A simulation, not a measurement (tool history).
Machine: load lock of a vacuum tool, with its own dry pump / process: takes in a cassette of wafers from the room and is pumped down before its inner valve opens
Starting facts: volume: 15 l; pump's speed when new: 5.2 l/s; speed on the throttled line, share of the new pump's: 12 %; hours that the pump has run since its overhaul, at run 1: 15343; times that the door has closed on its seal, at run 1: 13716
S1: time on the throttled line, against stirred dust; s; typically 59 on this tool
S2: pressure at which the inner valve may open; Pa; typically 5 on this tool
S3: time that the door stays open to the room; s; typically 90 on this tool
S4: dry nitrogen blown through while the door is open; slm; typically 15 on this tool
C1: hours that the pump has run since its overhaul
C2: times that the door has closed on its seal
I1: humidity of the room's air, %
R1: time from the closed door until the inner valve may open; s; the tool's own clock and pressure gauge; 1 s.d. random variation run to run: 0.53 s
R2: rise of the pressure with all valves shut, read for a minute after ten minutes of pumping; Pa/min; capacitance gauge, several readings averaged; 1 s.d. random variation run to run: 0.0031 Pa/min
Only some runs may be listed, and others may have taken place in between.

{"run": 1, "hour": 0.0, "S1": 59, "S2": 5, "S3": 90, "S4": 15, "C1": 15343, "C2": 13716, "I1": 45.7, "R1": 82.9, "R2": 0.201}
{"run": 2, "hour": 548.5, "S1": 59, "S2": 5, "S3": 90, "S4": 15, "C1": 15892, "C2": 15394, "I1": 43.9, "R1": 84.2, "R2": 0.207}
{"run": 3, "hour": 1148.8, "S1": 59, "S2": 5, "S3": 90, "S4": 8, "C1": 16492, "C2": 17231, "I1": 47.3, "R1": 84.4, "R2": 0.25}
{"run": 4, "hour": 1715.6, "S1": 59, "S2": 5, "S3": 84, "S4": 15, "C1": 17059, "C2": 18965, "I1": 45.7, "R1": 82.8, "R2": 0.241}
{"run": 5, "hour": 2177.5, "S1": 59, "S2": 5, "S3": 90, "S4": 15, "C1": 17521, "C2": 20379, "I1": 44.8, "R1": 83.5, "R2": 0.257}
{"run": 6, "hour": 2826.0, "S1": 59, "S2": 5, "S3": 90, "S4": 15, "C1": 18169, "C2": 22363, "I1": 46.8, "R1": 83.5, "R2": 0.286}
{"run": 7, "hour": 3269.2, "S1": 59, "S2": 5, "S3": 90, "S4": 15, "C1": 18613, "C2": 23719, "I1": 45.9, "R1": 83.7, "R2": 0.302}
{"run": 8, "hour": 3612.0, "S1": 59, "S2": 5, "S3": 90, "S4": 15, "C1": 18955, "C2": 24767, "I1": 43.2, "R1": 84.9, "R2": 0.308}
{"run": 9, "hour": 3993.0, "S1": 59, "S2": 10, "S3": 90, "S4": 15, "C1": 19336, "C2": 25933, "I1": 43.7, "R1": 80.9, "R2": 0.322}
{"hour": 4327.5, "done": "dry pump taken out, an overhauled one fitted"}
{"run": 10, "hour": 4566.8, "S1": 59, "S2": 4, "S3": 90, "S4": 15, "C1": 239, "C2": 27671, "I1": 44.3, "R1": 80.8, "R2": 0.343}
{"run": 11, "hour": 4924.0, "S1": 59, "S2": 4, "S3": 90, "S4": 15, "C1": 597, "C2": 28763, "I1": 44.4, "R1": 81.3, "R2": 0.354}
{"run": 12, "hour": 5337.8, "S1": 59, "S2": 5, "S3": 90, "S4": 15, "C1": 1010, "C2": 30030, "I1": 44.8, "R1": 80.9, "R2": 0.372}
{"run": 13, "hour": 5865.7, "S1": 59, "S2": 5, "S3": 90, "S4": 15, "C1": 1538, "C2": 31645, "I1": 44.6, "R1": 80.9, "R2": 0.396}
{"run": 14, "hour": 6472.4, "S1": 59, "S2": 5, "S3": 90, "S4": 15, "C1": 2145, "C2": 33501, "I1": 46.1, "R1": 80.3, "R2": 0.416}
{"run": 15, "hour": 6924.6, "S1": 59, "S2": 5, "S3": 90, "S4": 15, "C1": 2597, "C2": 34885, "I1": 46.1, "R1": 81, "R2": 0.448}
{"run": 16, "hour": 7359.1, "S1": 59, "S2": 5, "S3": 90, "S4": 15, "C1": 3032, "C2": 36214, "I1": 48.2, "R1": 81.2, "R2": 0.47}
{"run": 17, "hour": 7882.2, "S1": 59, "S2": 5, "S3": 90, "S4": 28, "C1": 3555, "C2": 37814, "I1": 43.5, "R1": 80.1, "R2": 0.466}
{"run": 18, "hour": 8488.1, "S1": 59, "S2": 5, "S3": 90, "S4": 15, "C1": 4161, "C2": 39668, "I1": 44.7, "R1": 82, "R2": 0.518}
{"run": 19, "hour": 9092.8, "S1": 55, "S2": 6, "S3": 28, "S4": 42, "C1": 4765, "C2": 41518, "I1": 43.8, "R1": 77.2, "R2": 0.486}
{"run": 20, "hour": 9518.5, "S1": 55, "S2": 6, "S3": 28, "S4": 42, "C1": 5191, "C2": 42821, "I1": 46.6, "R1": 78.1, "R2": 0.514}
{"hour": 9854.5, "done": "door's seal changed, seat wiped"}
{"run": 21, "hour": 9969.6, "S1": 59, "S2": 7, "S3": 90, "S4": 8, "C1": 5641, "C2": 352, "I1": 45.1, "R1": 80.8, "R2": 0.112}
{"run": 22, "hour": 10473.3, "S1": 46, "S2": 5, "S3": 35, "S4": 45, "C1": 6144, "C2": 1893, "I1": 47.2, "R1": 69.5, "R2": 0.043}
{"run": 23, "hour": 10783.2, "S1": 46, "S2": 5, "S3": 35, "S4": 45, "C1": 6454, "C2": 2842, "I1": 42.3, "R1": 70.6, "R2": 0.044}
{"run": 24, "hour": 11191.2, "S1": 59, "S2": 5, "S3": 142, "S4": 6, "C1": 6862, "C2": 4090, "I1": 41.6, "R1": 81.9, "R2": 0.159}
{"run": 25, "hour": 11744.3, "S1": 59, "S2": 5, "S3": 142, "S4": 6, "C1": 7415, "C2": 5782, "I1": 43.2, "R1": 82.2, "R2": 0.168}
{"run": 26, "hour": 12087.5, "S1": 76, "S2": 6, "S3": 27, "S4": 38, "C1": 7759, "C2": 6832, "I1": 42, "R1": 95.9, "R2": 0.063}
{"run": 27, "hour": 12558.2, "S1": 42, "S2": 6, "S3": 90, "S4": 15, "C1": 8229, "C2": 8272, "I1": 47.1, "R1": 67.1, "R2": 0.133}
{"run": 28, "hour": 13193.9, "S1": 33, "S2": 5, "S3": 90, "S4": 23, "C1": 8865, "C2": 10217, "I1": 41.4, "R1": 59.7, "R2": 0.122}
{"run": 29, "hour": 13812.5, "S1": 33, "S2": 5, "S3": 90, "S4": 23, "C1": 9484, "C2": 12110, "I1": 46.1, "R1": 58.9, "R2": 0.148}
{"run": 30, "hour": 14287.0, "S1": 52, "S2": 9, "S3": 40, "S4": 35, "C1": 9958, "C2": 13562, "I1": 45.2, "R1": 74.9, "R2": 0.118}
{"run": 31, "hour": 14834.0, "S1": 52, "S2": 9, "S3": 40, "S4": 35, "C1": 10505, "C2": 15236, "I1": 47.6, "R1": 74.2, "R2": 0.13}
{"run": 32, "hour": 15324.1, "S1": 46, "S2": 7, "S3": 238, "S4": 15, "C1": 10995, "C2": 16735, "I1": 47.1, "R1": 70.5, "R2": 0.289}
{"run": 33, "hour": 15826.8, "S1": 108, "S2": 10, "S3": 105, "S4": 7, "C1": 11498, "C2": 18273, "I1": 39.9, "R1": 122.6, "R2": 0.217}
{"run": 34, "hour": 16120.8, "S1": 108, "S2": 10, "S3": 105, "S4": 7, "C1": 11792, "C2": 19173, "I1": 45.9, "R1": 122.4, "R2": 0.245}
{"run": 35, "hour": 16562.7, "S1": 80, "S2": 9, "S3": 62, "S4": 9, "C1": 12234, "C2": 20525, "I1": 45.4, "R1": 99.9, "R2": 0.213}

3 ways to go on from here, each from the tool as it stands after run 35. What would each give?
{"run": "A", "hour": 16845.9, "S1": 80, "S2": 9, "S3": 30, "S4": 33, "C1": 12517, "C2": 21391, "I1": 44.4, "R1": "?", "R2": "?"}
{"run": "B", "hour": 16845.9, "S1": 37, "S2": 5, "S3": 90, "S4": 6, "C1": 12517, "C2": 21391, "I1": 47, "R1": "?", "R2": "?"}
{"run": "C", "hour": 16845.9, "S1": 80, "S2": 9, "S3": 52, "S4": 35, "C1": 12517, "C2": 21391, "I1": 45.9, "R1": "?", "R2": "?"}

run=A R1=99.8 R2=0.184
run=B R1=63.6 R2=0.264
run=C R1=98.9 R2=0.196
Take away the tool's hidden state, keep each run's random variation, and the runs would have read:
run=A R1=98.6 R2=0.042
run=B R1=61.9 R2=0.12
run=C R1=97.6 R2=0.052
